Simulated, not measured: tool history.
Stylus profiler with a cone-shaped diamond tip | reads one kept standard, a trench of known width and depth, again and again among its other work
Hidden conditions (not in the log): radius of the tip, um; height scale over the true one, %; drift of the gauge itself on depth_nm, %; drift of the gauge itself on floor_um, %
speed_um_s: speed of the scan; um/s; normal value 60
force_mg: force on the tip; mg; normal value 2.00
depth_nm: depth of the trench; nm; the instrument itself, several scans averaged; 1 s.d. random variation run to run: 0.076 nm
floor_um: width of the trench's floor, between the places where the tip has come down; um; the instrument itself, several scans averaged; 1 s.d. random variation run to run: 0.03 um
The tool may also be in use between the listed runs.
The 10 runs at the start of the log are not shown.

| run | day | speed_um_s | force_mg | scans with this tip | hours of work since the height scale was calibrated | depth_nm | floor_um |
|---|---|---|---|---|---|---|---|
| 11 | 5.233 | 60 | 2.00 | 3981 | 338 | 202.79 | 27.70 |
| 12 | 5.746 | 60 | 2.00 | 4066 | 345 | 202.72 | 27.68 |
| 13 | 6.450 | 60 | 2.00 | 4183 | 355 | 202.78 | 27.66 |
| 14 | 6.996 | 60 | 2.00 | 4273 | 363 | 202.72 | 27.63 |
| 15 | 7.567 | 60 | 2.00 | 4368 | 371 | 202.83 | 27.71 |
| 16 | 8.242 | 60 | 2.00 | 4480 | 380 | 202.79 | 27.66 |
| 17 | 8.908 | 60 | 2.00 | 4590 | 390 | 202.71 | 27.71 |
| 18 | 9.638 | 57 | 2.00 | 4711 | 400 | 202.64 | 27.62 |
| 19 | 10.154 | 57 | 2.00 | 4796 | 407 | 202.84 | 27.70 |
|  | 10.242 | height scale calibrated on a step standard |
| 20 | 10.600 | 60 | 0.89 | 4866 | 5 | 201.85 | 27.54 |
| 21 | 11.288 | 92 | 2.00 | 4981 | 15 | 203.04 | 27.51 |
| 22 | 11.717 | 92 | 2.00 | 5052 | 21 | 202.93 | 27.57 |
|  | 11.788 | height scale calibrated on a step standard, once more |
| 23 | 12.275 | 92 | 2.00 | 5141 | 7 | 202.59 | 27.51 |
| 24 | 12.825 | 118 | 0.81 | 5232 | 15 | 201.50 | 27.24 |
| 25 | 13.288 | 60 | 0.71 | 5309 | 21 | 201.28 | 27.47 |
| 26 | 13.838 | 72 | 0.95 | 5400 | 29 | 201.60 | 27.53 |
| 27 | 14.262 | 72 | 0.69 | 5470 | 35 | 201.40 | 27.41 |
| 28 | 14.825 | 28 | 5.04 | 5563 | 43 | 204.66 | 27.74 |
| 29 | 15.129 | 28 | 5.04 | 5613 | 47 | 204.86 | 27.75 |

What will run 30 give?
| 30 | 15.488 | 59 | 3.29 | 5673 | 52 | ? | ? |

depth_nm: 203.64 nm
floor_um: 27.65 um
On a tool with no hidden condition, and with the same random variation, this run would have come out at depth_nm 203.64 nm, floor_um 27.92 um.

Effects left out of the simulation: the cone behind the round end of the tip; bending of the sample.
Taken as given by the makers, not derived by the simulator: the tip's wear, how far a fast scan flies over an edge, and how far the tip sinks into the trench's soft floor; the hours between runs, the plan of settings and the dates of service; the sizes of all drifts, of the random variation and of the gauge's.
